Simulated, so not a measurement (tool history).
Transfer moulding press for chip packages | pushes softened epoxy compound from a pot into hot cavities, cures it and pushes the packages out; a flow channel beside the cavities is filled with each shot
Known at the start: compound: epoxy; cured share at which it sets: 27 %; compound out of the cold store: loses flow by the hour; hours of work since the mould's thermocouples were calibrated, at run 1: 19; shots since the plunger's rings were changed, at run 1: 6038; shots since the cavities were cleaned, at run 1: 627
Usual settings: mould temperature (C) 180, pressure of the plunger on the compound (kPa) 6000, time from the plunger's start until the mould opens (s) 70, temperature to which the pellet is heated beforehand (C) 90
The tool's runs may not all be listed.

run,hour,mould temperature (C),pressure of the plunger on the compound (kPa),time from the plunger's start until the mould opens (s),temperature to which the pellet is heated beforehand (C),hours of work since the mould's thermocouples were calibrated,shots since the plunger's rings were changed,shots since the cavities were cleaned,incoming compound's hours out of the cold store,length that the compound runs in the flow channel (mm),greatest force on the pins that push the packages out (N)
1,0,180,6000,70,90,19,6038,627,47.7,438,431
# hour 4.8: plunger's sealing rings changed
# hour 12.2: cavities cleaned with cleaning compound and waxed
2,13,180,6000,70,90,26,122,15,38.5,475,359
3,20.4,180,6000,70,90,32,256,149,21.4,512,420
4,29.7,180,6000,70,90,39,424,317,22.6,511,449
5,45.5,180,6000,86,90,52,709,602,42,467,333
# hour 56.5: cavities cleaned with cleaning compound and waxed
6,61.4,180,6000,70,90,63,970,89,23.1,508,400
7,71.6,180,6000,70,90,71,1154,273,34,480,412
8,85.7,180,6000,70,90,83,1409,528,39.3,465,444
# hour 101.2: cavities cleaned with cleaning compound and waxed
9,101.2,181,6000,70,90,94,1663,0,13.3,527,363
10,108.7,180,6000,70,90,100,1797,134,22.3,506,387
11,120.6,184,6000,70,90,109,2012,349,20.7,497,352
12,127.3,184,6000,70,90,114,2133,470,28.7,481,356
13,136.2,184,6000,70,90,122,2296,633,8.6,529,410
14,142.8,184,6000,51,90,127,2415,752,37.5,461,902
# hour 145.9: cavities cleaned with cleaning compound and waxed
15,151.2,184,6000,51,90,132,2539,96,28.6,480,709
16,157.9,184,6000,51,90,138,2661,218,26.6,485,756
17,173.3,184,6060,72,87,150,2938,495,21.3,503,362
18,185.6,184,6060,72,87,159,3161,718,19.3,505,366
# hour 191: cavities cleaned with cleaning compound and waxed
19,202.1,174,7040,99,93,171,3432,200,19,573,305
20,213.7,174,7040,99,93,181,3643,411,17.7,573,334
21,221.2,187,7040,62,90,187,3778,546,46,469,390
22,229.8,180,6000,109,84,193,3934,702,45.4,446,288
# hour 235.8: cavities cleaned with cleaning compound and waxed
23,244.8,186,5940,92,90,204,4178,164,34.5,455,242
24,254.3,186,5940,92,90,212,4349,335,34.1,457,255
25,265.7,186,5940,92,90,221,4555,541,35.1,456,270
26,276.8,182,4600,80,97,229,4756,742,47.1,382,333
# hour 280.7: cavities cleaned with cleaning compound and waxed
27,286.2,180,6000,70,84,236,4899,100,8.2,540,466
28,292.6,185,6000,70,97,241,5016,217,13.5,502,309
29,300.7,185,6000,70,97,247,5162,363,12.6,507,342

Forecast each of these 3 alternatives for the next run:
A,311.8,180,6000,66,97,256,5362,563,20.1,?,?
B,311.8,176,6000,70,82,256,5362,563,19.7,?,?
C,311.8,185,6000,58,97,256,5362,563,11.7,?,?

run,length that the compound runs in the flow channel (mm),greatest force on the pins that push the packages out (N)
A,499,588
B,519,709
C,508,573
Without the tool's hidden state the same runs would have given:
run,length that the compound runs in the flow channel (mm),greatest force on the pins that push the packages out (N)
A,516,423
B,537,510
C,526,413
